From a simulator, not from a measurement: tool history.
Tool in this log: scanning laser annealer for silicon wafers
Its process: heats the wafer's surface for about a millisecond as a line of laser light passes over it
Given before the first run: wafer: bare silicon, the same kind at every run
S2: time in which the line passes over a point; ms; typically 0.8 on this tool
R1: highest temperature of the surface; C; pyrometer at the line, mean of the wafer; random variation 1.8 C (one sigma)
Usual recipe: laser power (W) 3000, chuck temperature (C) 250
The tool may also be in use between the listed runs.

{"run": 1, "hour": 0.0, "laser power (W)": 3000, "S2": 0.8, "chuck temperature (C)": 250, "R1": 976}
{"run": 2, "hour": 64.4, "laser power (W)": 3000, "S2": 0.8, "chuck temperature (C)": 250, "R1": 974}
{"run": 3, "hour": 111.5, "laser power (W)": 3000, "S2": 0.748, "chuck temperature (C)": 250, "R1": 952}
{"run": 4, "hour": 161.5, "laser power (W)": 3000, "S2": 0.748, "chuck temperature (C)": 250, "R1": 950}
{"run": 5, "hour": 209.9, "laser power (W)": 3000, "S2": 0.748, "chuck temperature (C)": 250, "R1": 952}
{"hour": 222.9, "done": "optics aligned, line set to its width"}
{"run": 6, "hour": 278.2, "laser power (W)": 3000, "S2": 0.748, "chuck temperature (C)": 250, "R1": 951}
{"run": 7, "hour": 355.5, "laser power (W)": 3000, "S2": 0.748, "chuck temperature (C)": 250, "R1": 950}
{"run": 8, "hour": 407.0, "laser power (W)": 2924, "S2": 0.748, "chuck temperature (C)": 250, "R1": 937}
{"run": 9, "hour": 458.6, "laser power (W)": 2924, "S2": 0.748, "chuck temperature (C)": 250, "R1": 935}
{"run": 10, "hour": 501.7, "laser power (W)": 3000, "S2": 0.8, "chuck temperature (C)": 250, "R1": 977}
{"run": 11, "hour": 558.5, "laser power (W)": 3000, "S2": 0.8, "chuck temperature (C)": 250, "R1": 974}
{"run": 12, "hour": 646.6, "laser power (W)": 3000, "S2": 0.8, "chuck temperature (C)": 250, "R1": 975}
{"run": 13, "hour": 716.8, "laser power (W)": 3000, "S2": 0.8, "chuck temperature (C)": 250, "R1": 973}
{"run": 14, "hour": 790.4, "laser power (W)": 3000, "S2": 0.8, "chuck temperature (C)": 265, "R1": 991}
{"hour": 829.9, "done": "window over the wafer cleaned"}
{"run": 15, "hour": 869.9, "laser power (W)": 3000, "S2": 0.8, "chuck temperature (C)": 250, "R1": 977}
{"run": 16, "hour": 946.8, "laser power (W)": 3000, "S2": 0.8, "chuck temperature (C)": 250, "R1": 976}
{"run": 17, "hour": 988.2, "laser power (W)": 3000, "S2": 0.8, "chuck temperature (C)": 250, "R1": 979}
{"run": 18, "hour": 1048.0, "laser power (W)": 3000, "S2": 0.8, "chuck temperature (C)": 250, "R1": 976}
{"run": 19, "hour": 1098.7, "laser power (W)": 2963, "S2": 0.659, "chuck temperature (C)": 285, "R1": 935}
{"run": 20, "hour": 1170.6, "laser power (W)": 2963, "S2": 0.659, "chuck temperature (C)": 285, "R1": 932}
{"run": 21, "hour": 1248.2, "laser power (W)": 2963, "S2": 0.659, "chuck temperature (C)": 285, "R1": 936}
{"run": 22, "hour": 1288.3, "laser power (W)": 2963, "S2": 0.659, "chuck temperature (C)": 285, "R1": 932}
{"run": 23, "hour": 1341.9, "laser power (W)": 2853, "S2": 0.715, "chuck temperature (C)": 211, "R1": 861}
{"run": 24, "hour": 1428.0, "laser power (W)": 2567, "S2": 0.577, "chuck temperature (C)": 285, "R1": 814}
{"run": 25, "hour": 1472.6, "laser power (W)": 2567, "S2": 0.577, "chuck temperature (C)": 285, "R1": 812}
{"run": 26, "hour": 1529.2, "laser power (W)": 2932, "S2": 0.8, "chuck temperature (C)": 250, "R1": 960}
{"run": 27, "hour": 1608.3, "laser power (W)": 2932, "S2": 0.8, "chuck temperature (C)": 250, "R1": 962}
{"run": 28, "hour": 1694.0, "laser power (W)": 3115, "S2": 0.8, "chuck temperature (C)": 225, "R1": 977}
{"run": 29, "hour": 1743.7, "laser power (W)": 2610, "S2": 0.8, "chuck temperature (C)": 224, "R1": 859}
{"run": 30, "hour": 1799.4, "laser power (W)": 2636, "S2": 0.8, "chuck temperature (C)": 236, "R1": 877}
{"run": 31, "hour": 1882.5, "laser power (W)": 2686, "S2": 0.603, "chuck temperature (C)": 236, "R1": 799}
{"run": 32, "hour": 1950.5, "laser power (W)": 2824, "S2": 0.8, "chuck temperature (C)": 277, "R1": 961}
{"run": 33, "hour": 2004.6, "laser power (W)": 2591, "S2": 0.867, "chuck temperature (C)": 290, "R1": 951}
{"run": 34, "hour": 2062.1, "laser power (W)": 2663, "S2": 0.63, "chuck temperature (C)": 216, "R1": 791}
{"hour": 2140.5, "done": "window over the wafer cleaned"}
{"run": 35, "hour": 2158.0, "laser power (W)": 2663, "S2": 0.63, "chuck temperature (C)": 216, "R1": 789}

5 options for the next run, each taken on its own from the tool as it stands now. Forecast them:
{"run": "A", "hour": 2229.2, "laser power (W)": 2948, "S2": 0.91, "chuck temperature (C)": 264, "R1": "?"}
{"run": "B", "hour": 2229.2, "laser power (W)": 2663, "S2": 0.63, "chuck temperature (C)": 236, "R1": "?"}
{"run": "C", "hour": 2229.2, "laser power (W)": 2663, "S2": 0.63, "chuck temperature (C)": 286, "R1": "?"}
{"run": "D", "hour": 2229.2, "laser power (W)": 2663, "S2": 0.63, "chuck temperature (C)": 273, "R1": "?"}
{"run": "E", "hour": 2229.2, "laser power (W)": 3225, "S2": 0.63, "chuck temperature (C)": 216, "R1": "?"}

run=A R1=1030
run=B R1=808
run=C R1=860
run=D R1=845
run=E R1=903
With the hidden condition removed and each run's random variation left untouched, the same runs would have given:
run=A R1=1030
run=B R1=808
run=C R1=860
run=D R1=845
run=E R1=903
